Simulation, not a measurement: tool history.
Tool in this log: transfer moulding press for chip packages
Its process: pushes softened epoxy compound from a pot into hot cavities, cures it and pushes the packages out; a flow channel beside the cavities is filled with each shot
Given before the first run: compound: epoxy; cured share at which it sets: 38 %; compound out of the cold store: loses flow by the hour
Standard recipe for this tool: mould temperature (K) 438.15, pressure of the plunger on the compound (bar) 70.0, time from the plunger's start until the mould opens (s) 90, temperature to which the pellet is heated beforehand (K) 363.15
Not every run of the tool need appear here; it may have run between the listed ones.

run,hour,mould temperature (K),pressure of the plunger on the compound (bar),time from the plunger's start until the mould opens (s),temperature to which the pellet is heated beforehand (K),incoming compound's hours out of the cold store,length that the compound runs in the flow channel (mm),greatest force on the pins that push the packages out (N)
1,0.0,438.15,70.0,90,363.15,12.0,984,398
2,34.1,438.15,70.0,90,363.15,8.9,1001,390
3,58.5,438.15,70.0,120,363.15,24.2,935,332
4,82.0,438.15,70.0,120,363.15,16.3,960,332
5,105.6,430.15,70.0,120,363.15,15.8,1007,441
6,157.8,430.15,70.0,120,363.15,24.5,968,405
7,187.0,430.15,70.0,120,363.15,18.3,993,420
8,217.8,438.15,55.5,90,363.15,29.4,804,394
9,253.4,438.15,70.0,90,363.15,34.3,886,398
10,302.2,438.15,70.0,90,363.15,15.0,974,411
11,329.0,438.15,70.0,90,363.15,13.5,986,406
12,351.8,438.15,70.0,90,363.15,44.9,849,394
13,394.0,439.15,62.6,91,367.15,44.4,799,357
14,439.4,439.15,62.6,119,356.15,22.5,875,340
15,487.6,438.15,73.0,90,363.15,33.2,909,379
16,512.1,437.15,68.8,93,363.15,33.3,891,396
17,555.6,437.15,68.8,93,363.15,35.0,879,388
18,584.9,437.15,68.8,93,363.15,16.7,963,406
19,620.4,437.15,68.8,93,363.15,39.8,855,386
20,669.8,445.15,56.3,90,359.15,29.0,788,348
21,719.8,439.15,73.3,99,373.15,24.5,935,343
22,758.5,439.15,73.3,99,373.15,29.4,920,343
23,782.2,433.15,70.0,90,368.15,41.8,875,496
24,826.8,438.15,65.0,90,368.15,15.6,937,400

Withheld: 13 entries from between the runs. Position of each, and hidden state at the listed run before versus the listed run after:
Runs 1 to 2: cavities cleaned with cleaning compound and waxed (hour 28.4)
  pressure that reaches the compound, % of what is set: 99.71 -> 99.69; grip of the stained cavities, % over clean ones': 1.2 -> 0.2
Runs 3 to 4: plunger's sealing rings changed (hour 64.8)
  pressure that reaches the compound, % of what is set: 99.67 -> 99.98; grip of the stained cavities, % over clean ones': 0.8 -> 1.1
Runs 5 to 6: cavities cleaned with cleaning compound and waxed (hour 110.9)
  pressure that reaches the compound, % of what is set: 99.96 -> 99.93; grip of the stained cavities, % over clean ones': 1.3 -> 1.1
Runs 7 to 8: cavities cleaned with cleaning compound and waxed (hour 193.8)
  pressure that reaches the compound, % of what is set: 99.91 -> 99.89; grip of the stained cavities, % over clean ones': 1.3 -> 0.7
Runs 9 to 10: cavities cleaned with cleaning compound and waxed (hour 276.8)
  pressure that reaches the compound, % of what is set: 99.86 -> 99.83; grip of the stained cavities, % over clean ones': 1.2 -> 0.7
Runs 12 to 13: cavities cleaned with cleaning compound and waxed (hour 359.5)
  pressure that reaches the compound, % of what is set: 99.8 -> 99.77; grip of the stained cavities, % over clean ones': 1.3 -> 0.9
Runs 13 to 14: cavities cleaned with cleaning compound and waxed (hour 439.4)
  pressure that reaches the compound, % of what is set: 99.77 -> 99.74; grip of the stained cavities, % over clean ones': 0.9 -> 0
Runs 16 to 17: cavities cleaned with cleaning compound and waxed (hour 522.9); plunger's sealing rings changed (hour 546.5)
  pressure that reaches the compound, % of what is set: 99.68 -> 99.99; grip of the stained cavities, % over clean ones': 1.3 -> 0.8
Runs 18 to 19: cavities cleaned with cleaning compound and waxed (hour 605.8)
  pressure that reaches the compound, % of what is set: 99.97 -> 99.95; grip of the stained cavities, % over clean ones': 1.2 -> 0.5
Runs 20 to 21: cavities cleaned with cleaning compound and waxed (hour 687.9); mould's thermocouples calibrated (hour 699.0)
  true mould temperature over the reading, C: 0.02 -> 0.01; pressure that reaches the compound, % of what is set: 99.91 -> 99.87; grip of the stained cavities, % over clean ones': 1.2 -> 0.8
Runs 22 to 23: cavities cleaned with cleaning compound and waxed (hour 770.1)
  pressure that reaches the compound, % of what is set: 99.85 -> 99.83; grip of the stained cavities, % over clean ones': 1.3 -> 0.4
